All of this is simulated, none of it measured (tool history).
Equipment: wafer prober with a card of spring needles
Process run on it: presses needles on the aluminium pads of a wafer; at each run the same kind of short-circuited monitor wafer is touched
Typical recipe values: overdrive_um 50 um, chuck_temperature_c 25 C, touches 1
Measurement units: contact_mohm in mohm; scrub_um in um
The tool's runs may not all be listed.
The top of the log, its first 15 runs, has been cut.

run   hour  overdrive_um  chuck_temperature_c  touches  contact_mohm  scrub_um
     238.0  -- tips cleaned on abrasive film
 16  244.1            50                   25        1           250      9.49
     254.2  -- tips cleaned on abrasive film
 17  258.7            50                   25        1           247      9.53
     269.9  -- tips cleaned on abrasive film
 18  272.5            50                   25        1           246      9.53
 19  282.8            43                   35        2           255      8.20
     286.0  -- tips cleaned on abrasive film
 20  295.6            35                   37        1           259      6.65
     301.9  -- tips cleaned on abrasive film
 21  310.3            35                   37        1           255      6.67
     318.4  -- tips cleaned on abrasive film
 22  330.2            62                   29        1           241     11.82
     334.1  -- tips cleaned on abrasive film
 23  347.6            62                   29        1           246     11.82
     349.5  -- tips cleaned on abrasive film
     364.8  -- tips cleaned on abrasive film
 24  367.0            62                   29        1           244     11.82
     380.2  -- tips cleaned on abrasive film
 25  383.2            37                   25        1           248      7.06
 26  392.4            55                   98        1           268     10.48
     395.6  -- tips cleaned on abrasive film
     411.0  -- tips cleaned on abrasive film
 27  414.1            55                   98        1           267     10.49
     426.3  -- tips cleaned on abrasive film
 28  426.3            66                   98        1           270     12.61
 29  440.3            45                   96        1           267      8.58
     442.2  -- tips cleaned on abrasive film
 30  449.6            45                   96        1           270      8.60
     457.3  -- tips cleaned on abrasive film
 31  467.4            45                   50        1           257      8.60
     469.4  -- height of the first contact set anew
     473.5  -- tips cleaned on abrasive film
 32  478.4            45                   50        1           258      8.61
     489.8  -- tips cleaned on abrasive film
 33  490.2            50                   32        1           248      9.54
 34  503.5            42                   35        1           252      8.03

3 options for the next run, each taken on its own from the tool as it stands now. Forecast them:
     506.1  -- tips cleaned on abrasive film
     521.8  -- tips cleaned on abrasive film
  A  523.5            57                   35        1             ?         ?
     506.1  -- tips cleaned on abrasive film
     521.8  -- tips cleaned on abrasive film
  B  523.5            48                   88        1             ?         ?
     506.1  -- tips cleaned on abrasive film
     521.8  -- tips cleaned on abrasive film
  C  523.5            39                   35        1             ?         ?

run  contact_mohm  scrub_um
  A           246     10.88
  B           266      9.17
  C           254      7.47
Take away the tool's hidden state, keep each run's random variation, and the runs would have read:
run  contact_mohm  scrub_um
  A           246     10.79
  B           265      9.09
  C           253      7.41
